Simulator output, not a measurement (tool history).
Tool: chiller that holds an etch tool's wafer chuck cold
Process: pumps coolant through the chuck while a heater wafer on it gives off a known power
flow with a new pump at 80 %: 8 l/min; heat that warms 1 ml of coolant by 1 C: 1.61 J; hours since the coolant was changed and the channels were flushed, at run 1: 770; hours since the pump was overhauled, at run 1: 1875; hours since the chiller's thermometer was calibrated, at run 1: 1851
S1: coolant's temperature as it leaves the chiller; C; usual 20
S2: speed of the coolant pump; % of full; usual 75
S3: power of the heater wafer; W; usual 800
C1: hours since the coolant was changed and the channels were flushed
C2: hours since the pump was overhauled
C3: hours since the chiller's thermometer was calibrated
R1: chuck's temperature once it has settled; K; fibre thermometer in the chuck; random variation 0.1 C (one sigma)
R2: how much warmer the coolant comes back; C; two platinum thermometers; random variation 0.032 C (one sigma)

Run 1, day 0: usual settings; C1 770; C2 1875; C3 1851. Result: R1 300.75 K, R2 4.13 C.
Run 2, day 1.325: usual settings; C1 802; C2 1907; C3 1882. Result: R1 300.75 K, R2 4.15 C.
Run 3, day 3.508: usual settings; C1 854; C2 1960; C3 1935. Result: R1 300.55 K, R2 4.13 C.
Run 4, day 5.371: usual settings; C1 899; C2 2004; C3 1979. Result: R1 300.65 K, R2 4.24 C.
Run 5, day 7.158: usual settings but S1 22 C; C1 942; C2 2047; C3 2022. Result: R1 302.75 K, R2 4.11 C.
Run 6, day 9.525: usual settings but S1 22 C; C1 998; C2 2104; C3 2079. Result: R1 302.85 K, R2 4.22 C.
Run 7, day 11.371: usual settings but S2 78 % of full, S3 912 W; C1 1043; C2 2148; C3 2123. Result: R1 301.65 K, R2 4.64 C.
Run 8, day 13.504: usual settings but S2 78 % of full, S3 594 W; C1 1094; C2 2200; C3 2175. Result: R1 298.95 K, R2 2.97 C.
At day 13.671: chiller's thermometer calibrated.
Run 9, day 14.879: usual settings but S2 78 % of full, S3 777 W; C1 1126; C2 2232; C3 29. Result: R1 300.65 K, R2 3.91 C.
Run 10, day 16.612: usual settings but S1 29 C, S2 82 % of full; C1 1168; C2 2273; C3 71. Result: R1 309.65 K, R2 3.76 C.
Run 11, day 17.779: usual settings but S1 10 C, S2 90 % of full; C1 1196; C2 2301; C3 99. Result: R1 289.95 K, R2 3.48 C.
Run 12, day 20.067: usual settings but S1 10 C, S2 90 % of full; C1 1251; C2 2356; C3 153. Result: R1 290.15 K, R2 3.52 C.

3 ways to go on from here, each from the tool as it stands after run 12. What would each give?
Run A, day 22.079: usual settings but S1 29 C, S2 93 % of full; C1 1299; C2 2404; C3 202. Result: R1 ?, R2 ?.
Run B, day 22.079: usual settings but S1 10 C, S2 77 % of full; C1 1299; C2 2404; C3 202. Result: R1 ?, R2 ?.
Run C, day 22.079: usual settings but S1 25 C, S2 90 % of full, S3 799 W; C1 1299; C2 2404; C3 202. Result: R1 ?, R2 ?.

run      R1    R2
  A  309.15  3.41
  B  290.95  4.05
  C  305.05  3.53
Without the tool's hidden state the same runs would have given:
run      R1    R2
  A  308.05  3.21
  B  289.85  3.82
  C  303.85  3.32

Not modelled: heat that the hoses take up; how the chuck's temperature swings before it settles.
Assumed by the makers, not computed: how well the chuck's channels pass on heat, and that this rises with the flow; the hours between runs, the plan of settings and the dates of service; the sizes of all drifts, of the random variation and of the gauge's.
